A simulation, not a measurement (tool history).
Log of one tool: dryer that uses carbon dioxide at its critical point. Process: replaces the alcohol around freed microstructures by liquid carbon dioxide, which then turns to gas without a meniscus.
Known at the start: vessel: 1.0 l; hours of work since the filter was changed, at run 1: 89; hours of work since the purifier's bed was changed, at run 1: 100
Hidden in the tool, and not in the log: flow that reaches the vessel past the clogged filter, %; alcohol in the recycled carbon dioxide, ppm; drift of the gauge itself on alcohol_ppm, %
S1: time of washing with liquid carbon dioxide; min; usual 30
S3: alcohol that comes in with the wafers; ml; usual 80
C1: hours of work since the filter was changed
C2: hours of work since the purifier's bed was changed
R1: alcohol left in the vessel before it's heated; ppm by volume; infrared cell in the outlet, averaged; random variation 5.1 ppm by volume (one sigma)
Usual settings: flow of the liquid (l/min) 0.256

run 1 day=0.000 | S1=30 flow_of_the_liquid_(l/min)=0.256 S3=80 | C1=89 C2=100 | R1=86
run 2 day=0.329 | S1=30 flow_of_the_liquid_(l/min)=0.341 S3=80 | C1=92 C2=103 | R1=23
run 3 day=0.546 | S1=30 flow_of_the_liquid_(l/min)=0.341 S3=80 | C1=94 C2=105 | R1=22
run 4 day=0.792 | S1=30 flow_of_the_liquid_(l/min)=0.341 S3=80 | C1=96 C2=107 | R1=22
run 5 day=1.167 | S1=30 flow_of_the_liquid_(l/min)=0.321 S3=80 | C1=99 C2=110 | R1=34
run 6 day=1.400 | S1=30 flow_of_the_liquid_(l/min)=0.321 S3=51 | C1=101 C2=112 | R1=29
run 7 day=1.767 | S1=30 flow_of_the_liquid_(l/min)=0.254 S3=51 | C1=105 C2=115 | R1=80
run 8 day=1.921 | S1=30 flow_of_the_liquid_(l/min)=0.256 S3=88 | C1=106 C2=117 | R1=118
run 9 day=2.196 | S1=30 flow_of_the_liquid_(l/min)=0.256 S3=88 | C1=108 C2=119 | R1=120
run 10 day=2.392 | S1=30 flow_of_the_liquid_(l/min)=0.256 S3=80 | C1=110 C2=121 | R1=103
run 11 day=2.646 | S1=30 flow_of_the_liquid_(l/min)=0.256 S3=80 | C1=112 C2=123 | R1=110
run 12 day=2.875 | S1=30 flow_of_the_liquid_(l/min)=0.256 S3=80 | C1=114 C2=125 | R1=103
run 13 day=3.229 | S1=30 flow_of_the_liquid_(l/min)=0.256 S3=80 | C1=118 C2=128 | R1=112
run 14 day=3.425 | S1=30 flow_of_the_liquid_(l/min)=0.256 S3=80 | C1=119 C2=130 | R1=114
run 15 day=3.742 | S1=30 flow_of_the_liquid_(l/min)=0.361 S3=80 | C1=122 C2=133 | R1=27
run 16 day=4.012 | S1=30 flow_of_the_liquid_(l/min)=0.361 S3=80 | C1=124 C2=135 | R1=29
run 17 day=4.367 | S1=30 flow_of_the_liquid_(l/min)=0.361 S3=80 | C1=128 C2=138 | R1=25
run 18 day=4.558 | S1=30 flow_of_the_liquid_(l/min)=0.297 S3=80 | C1=129 C2=140 | R1=56
run 19 day=4.896 | S1=30 flow_of_the_liquid_(l/min)=0.297 S3=80 | C1=132 C2=143 | R1=57
run 20 day=5.142 | S1=46 flow_of_the_liquid_(l/min)=0.256 S3=80 | C1=134 C2=145 | R1=21
run 21 day=5.508 | S1=30 flow_of_the_liquid_(l/min)=0.256 S3=80 | C1=138 C2=148 | R1=123
run 22 day=5.800 | S1=30 flow_of_the_liquid_(l/min)=0.256 S3=80 | C1=140 C2=151 | R1=123
run 23 day=6.092 | S1=30 flow_of_the_liquid_(l/min)=0.256 S3=80 | C1=143 C2=153 | R1=122
run 24 day=6.379 | S1=30 flow_of_the_liquid_(l/min)=0.256 S3=80 | C1=145 C2=156 | R1=131
run 25 day=6.742 | S1=30 flow_of_the_liquid_(l/min)=0.256 S3=80 | C1=148 C2=159 | R1=130
run 26 day=7.017 | S1=30 flow_of_the_liquid_(l/min)=0.219 S3=38 | C1=151 C2=162 | R1=154
run 27 day=7.179 | S1=29 flow_of_the_liquid_(l/min)=0.403 S3=35 | C1=152 C2=163 | R1=25
run 28 day=7.450 | S1=45 flow_of_the_liquid_(l/min)=0.256 S3=36 | C1=155 C2=165 | R1=14
run 29 day=7.662 | S1=30 flow_of_the_liquid_(l/min)=0.169 S3=80 | C1=157 C2=167 | R1=1051
run 30 day=7.896 | S1=36 flow_of_the_liquid_(l/min)=0.192 S3=64 | C1=159 C2=169 | R1=185
run 31 day=8.267 | S1=30 flow_of_the_liquid_(l/min)=0.188 S3=114 | C1=162 C2=173 | R1=919
run 32 day=8.454 | S1=30 flow_of_the_liquid_(l/min)=0.192 S3=114 | C1=164 C2=174 | R1=882
-- day=8.708 inlet filter changed
run 33 day=8.754 | S1=33 flow_of_the_liquid_(l/min)=0.300 S3=56 | C1=0 C2=176 | R1=33
run 34 day=9.100 | S1=28 flow_of_the_liquid_(l/min)=0.204 S3=103 | C1=3 C2=180 | R1=422
run 35 day=9.296 | S1=30 flow_of_the_liquid_(l/min)=0.340 S3=30 | C1=5 C2=181 | R1=15
run 36 day=9.679 | S1=30 flow_of_the_liquid_(l/min)=0.340 S3=30 | C1=9 C2=185 | R1=23
run 37 day=9.975 | S1=26 flow_of_the_liquid_(l/min)=0.256 S3=33 | C1=11 C2=187 | R1=84
run 38 day=10.312 | S1=27 flow_of_the_liquid_(l/min)=0.256 S3=96 | C1=14 C2=190 | R1=153
run 39 day=10.525 | S1=19 flow_of_the_liquid_(l/min)=0.315 S3=53 | C1=16 C2=192 | R1=200
run 40 day=10.679 | S1=19 flow_of_the_liquid_(l/min)=0.207 S3=53 | C1=17 C2=193 | R1=1201
run 41 day=10.871 | S1=19 flow_of_the_liquid_(l/min)=0.207 S3=25 | C1=19 C2=195 | R1=586
run 42 day=11.038 | S1=45 flow_of_the_liquid_(l/min)=0.299 S3=109 | C1=20 C2=197 | R1=20
run 43 day=11.254 | S1=35 flow_of_the_liquid_(l/min)=0.188 S3=80 | C1=22 C2=198 | R1=155
run 44 day=11.479 | S1=35 flow_of_the_liquid_(l/min)=0.188 S3=80 | C1=24 C2=200 | R1=162
run 45 day=11.842 | S1=35 flow_of_the_liquid_(l/min)=0.188 S3=80 | C1=28 C2=204 | R1=168
run 46 day=12.050 | S1=37 flow_of_the_liquid_(l/min)=0.400 S3=44 | C1=29 C2=205 | R1=25
run 47 day=12.212 | S1=35 flow_of_the_liquid_(l/min)=0.400 S3=80 | C1=31 C2=207 | R1=25

Hidden state or all else? Some run-to-run changes of R1, split into what the settings, what came in and random variation would give without the hidden state, and what is left for the hidden state (with any gauge scatter that isn't in both results):
Run 28 -> 29: S1 45 -> 30, flow of the liquid (l/min) 0.256 -> 0.169, S3 36 -> 80. R1 +1037 ppm by volume: hidden state +489, all else +548.
Run 29 -> 30: S1 30 -> 36, flow of the liquid (l/min) 0.169 -> 0.192, S3 80 -> 64. R1 -866 ppm by volume: hidden state -388, all else -478.
Run 32 -> 33: S1 30 -> 33, flow of the liquid (l/min) 0.192 -> 0.300, S3 114 -> 56, inlet filter changed. R1 -849 ppm by volume: hidden state -454, all else -395.
Run 39 -> 40: flow of the liquid (l/min) 0.315 -> 0.207. R1 +1001 ppm by volume: hidden state +51, all else +950.

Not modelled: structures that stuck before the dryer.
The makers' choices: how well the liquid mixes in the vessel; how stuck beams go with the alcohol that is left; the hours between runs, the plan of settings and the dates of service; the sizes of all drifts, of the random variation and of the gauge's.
